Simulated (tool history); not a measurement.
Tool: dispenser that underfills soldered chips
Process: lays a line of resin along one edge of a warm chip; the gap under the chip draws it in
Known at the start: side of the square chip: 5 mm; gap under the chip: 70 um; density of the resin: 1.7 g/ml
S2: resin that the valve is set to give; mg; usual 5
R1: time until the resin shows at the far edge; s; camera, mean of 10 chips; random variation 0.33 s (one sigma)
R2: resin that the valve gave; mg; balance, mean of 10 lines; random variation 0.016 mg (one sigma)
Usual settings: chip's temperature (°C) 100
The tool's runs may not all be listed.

run 1 hour=0 | chip's_temperature_(°C)=100 S2=5 | R1=18.9 R2=4.87
-- hour=4.8 new syringe of resin
run 2 hour=10.9 | chip's_temperature_(°C)=100 S2=5 | R1=16.1 R2=4.87
run 3 hour=19 | chip's_temperature_(°C)=100 S2=5 | R1=19.1 R2=4.84
-- hour=21.5 new syringe of resin
run 4 hour=33 | chip's_temperature_(°C)=93 S2=5 | R1=25.8 R2=4.84
-- hour=38.1 new syringe of resin
run 5 hour=46.7 | chip's_temperature_(°C)=100 S2=5 | R1=17.1 R2=4.81
-- hour=54.8 dispensing valve cleaned and set on the balance
-- hour=56.1 new syringe of resin
run 6 hour=60.2 | chip's_temperature_(°C)=100 S2=5 | R1=15.6 R2=4.99
-- hour=72.6 new syringe of resin
run 7 hour=72.6 | chip's_temperature_(°C)=100 S2=5.36 | R1=14.5 R2=5.33
run 8 hour=83 | chip's_temperature_(°C)=100 S2=5.36 | R1=17.4 R2=5.34
-- hour=89 new syringe of resin
run 9 hour=89 | chip's_temperature_(°C)=93 S2=5 | R1=19 R2=4.95
run 10 hour=98.8 | chip's_temperature_(°C)=93 S2=5 | R1=23.9 R2=4.95
-- hour=106.4 new syringe of resin
run 11 hour=111 | chip's_temperature_(°C)=98 S2=5 | R1=16.1 R2=4.93
run 12 hour=116.6 | chip's_temperature_(°C)=88 S2=5.18 | R1=28.1 R2=5.07
-- hour=123 new syringe of resin
run 13 hour=124.4 | chip's_temperature_(°C)=88 S2=5.18 | R1=23.4 R2=5.09
run 14 hour=135.8 | chip's_temperature_(°C)=91 S2=4.91 | R1=27.5 R2=4.75
-- hour=140.1 new syringe of resin
run 15 hour=148.6 | chip's_temperature_(°C)=106 S2=5.08 | R1=13.2 R2=4.94
-- hour=156.7 new syringe of resin
run 16 hour=158.7 | chip's_temperature_(°C)=109 S2=6.19 | R1=10.2 R2=6.03
run 17 hour=172.1 | chip's_temperature_(°C)=107 S2=5 | R1=15.2 R2=4.85
-- hour=173.2 new syringe of resin
run 18 hour=182.1 | chip's_temperature_(°C)=113 S2=5 | R1=9.8 R2=4.81
-- hour=190.6 new syringe of resin
run 19 hour=193.5 | chip's_temperature_(°C)=114 S2=4.42 | R1=8.3 R2=4.24
-- hour=198.4 dispensing valve cleaned and set on the balance
run 20 hour=204.2 | chip's_temperature_(°C)=114 S2=4.42 | R1=11.1 R2=4.39

5 ways to go on from here, each from the tool as it stands after run 20. What would each give?
-- hour=208.2 new syringe of resin
run A hour=214.6 | chip's_temperature_(°C)=100 S2=5.16 | R1=? R2=?
-- hour=208.2 new syringe of resin
run B hour=214.6 | chip's_temperature_(°C)=86 S2=4.21 | R1=? R2=?
-- hour=208.2 new syringe of resin
run C hour=214.6 | chip's_temperature_(°C)=110 S2=6.17 | R1=? R2=?
-- hour=208.2 new syringe of resin
run D hour=214.6 | chip's_temperature_(°C)=89 S2=6.49 | R1=? R2=?
-- hour=208.2 new syringe of resin
run E hour=214.6 | chip's_temperature_(°C)=87 S2=6.2 | R1=? R2=?

run=A R1=15.8 R2=5.12
run=B R1=28.5 R2=4.2
run=C R1=10.6 R2=6.14
run=D R1=24.8 R2=6.48
run=E R1=26.9 R2=6.18
Without the tool's hidden state the same runs would have given:
run=A R1=14.7 R2=5.13
run=B R1=26.8 R2=4.21
run=C R1=9.8 R2=6.16
run=D R1=23.3 R2=6.5
run=E R1=25.3 R2=6.2
